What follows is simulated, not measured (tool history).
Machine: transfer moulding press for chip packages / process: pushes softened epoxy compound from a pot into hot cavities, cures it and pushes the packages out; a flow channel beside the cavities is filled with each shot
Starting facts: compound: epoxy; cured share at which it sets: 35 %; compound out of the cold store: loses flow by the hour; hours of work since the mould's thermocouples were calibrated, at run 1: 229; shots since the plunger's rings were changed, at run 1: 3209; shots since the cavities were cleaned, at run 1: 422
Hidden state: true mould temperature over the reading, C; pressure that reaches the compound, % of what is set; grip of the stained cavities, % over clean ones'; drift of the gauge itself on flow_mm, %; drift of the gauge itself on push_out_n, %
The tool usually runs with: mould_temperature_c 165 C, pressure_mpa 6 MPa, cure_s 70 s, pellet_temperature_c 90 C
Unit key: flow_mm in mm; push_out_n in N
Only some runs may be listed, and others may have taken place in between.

run,day,mould_temperature_c,pressure_mpa,cure_s,pellet_temperature_c,hours of work since the mould's thermocouples were calibrated,shots since the plunger's rings were changed,shots since the cavities were cleaned,incoming compound's hours out of the cold store,flow_mm,push_out_n
1,0,165,6,70,90,229,3209,422,35.7,460,890
# day 0.633: cavities cleaned with cleaning compound and waxed
2,1.438,165,6,70,90,250,3691,282,43.5,439,760
# day 2.6: cavities cleaned with cleaning compound and waxed
3,2.808,165,6,70,90,269,4149,72,17,500,681
# day 4.1: plunger's sealing rings changed
# day 4.558: cavities cleaned with cleaning compound and waxed
4,4.558,165,6,70,90,293,138,0,30.6,489,601
5,6.15,165,6,53,90,317,696,558,40.2,463,1862
# day 6.567: cavities cleaned with cleaning compound and waxed
6,8.004,165,6,53,90,344,1324,504,17.1,516,1965
# day 8.508: cavities cleaned with cleaning compound and waxed
7,9.708,165,6,53,90,369,1900,421,39.5,458,1751
# day 10.438: cavities cleaned with cleaning compound and waxed
8,11.592,162,6,70,90,396,2538,404,26.5,491,1007
# day 12.271: cavities cleaned with cleaning compound and waxed
9,13.992,165,6,70,90,432,3357,602,44.5,440,905
# day 14.179: cavities cleaned with cleaning compound and waxed
10,15.588,165,6,70,90,455,3895,494,14.8,508,913
# day 16.104: cavities cleaned with cleaning compound and waxed
# day 17.671: plunger's sealing rings changed
11,17.733,165,6,70,90,485,22,534,13.5,531,957
# day 18.042: cavities cleaned with cleaning compound and waxed
# day 19.638: mould's thermocouples calibrated
12,19.638,165,6,70,90,0,638,529,31.8,484,933
# day 20.062: cavities cleaned with cleaning compound and waxed
13,20.917,165,6,70,90,18,1066,300,27.5,490,823
# day 21.925: cavities cleaned with cleaning compound and waxed
14,22.908,165,6,70,90,47,1741,345,39.3,459,850
# day 23.854: cavities cleaned with cleaning compound and waxed
15,25.383,165,7.23,98,90,84,2587,537,27.5,530,716
# day 25.721: cavities cleaned with cleaning compound and waxed
16,27.333,165,7.4,65,81,112,3248,565,15.3,568,1212
# day 27.738: cavities cleaned with cleaning compound and waxed
17,29.142,165,7.4,65,81,139,3860,492,47.5,478,1081
# day 29.596: cavities cleaned with cleaning compound and waxed
18,30.646,162,6.82,72,91,160,4364,367,32.1,496,931
# day 31.475: plunger's sealing rings changed
# day 31.538: cavities cleaned with cleaning compound and waxed
19,32.429,162,6.82,72,80,185,313,313,17.9,560,1028
# day 33.462: cavities cleaned with cleaning compound and waxed
20,34.012,165,5.32,51,90,208,846,193,45.4,425,1592
# day 35.325: cavities cleaned with cleaning compound and waxed
21,35.617,164,5.32,51,90,231,1387,103,12.7,498,1748
# day 37.238: cavities cleaned with cleaning compound and waxed
22,37.558,171,5.56,51,95,259,2045,113,45.4,419,967
23,38.729,171,5.81,87,98,277,2456,524,17.2,489,700
# day 39.171: cavities cleaned with cleaning compound and waxed
24,39.938,172,6.1,70,90,294,2857,270,31.9,465,637
# day 41.138: cavities cleaned with cleaning compound and waxed
25,42.108,172,4.69,70,90,326,3595,339,37.6,391,629

Alternative continuations, all from the tool just after run 25; predict every row:
# day 42.988: cavities cleaned with cleaning compound and waxed
A,44.342,172,7.19,70,90,359,4356,474,41.2,?,?
# day 42.988: cavities cleaned with cleaning compound and waxed
B,44.342,170,4.69,85,81,359,4356,474,15.1,?,?
# day 42.988: cavities cleaned with cleaning compound and waxed
C,44.342,170,5.97,93,90,359,4356,474,19.5,?,?
# day 42.988: cavities cleaned with cleaning compound and waxed
D,44.342,157,5.66,70,82,359,4356,474,33.7,?,?

run,flow_mm,push_out_n
A,473,688
B,438,680
C,482,657
D,456,1514
Without the tool's hidden state the same runs would have given:
run,flow_mm,push_out_n
A,499,449
B,462,442
C,508,426
D,482,1045

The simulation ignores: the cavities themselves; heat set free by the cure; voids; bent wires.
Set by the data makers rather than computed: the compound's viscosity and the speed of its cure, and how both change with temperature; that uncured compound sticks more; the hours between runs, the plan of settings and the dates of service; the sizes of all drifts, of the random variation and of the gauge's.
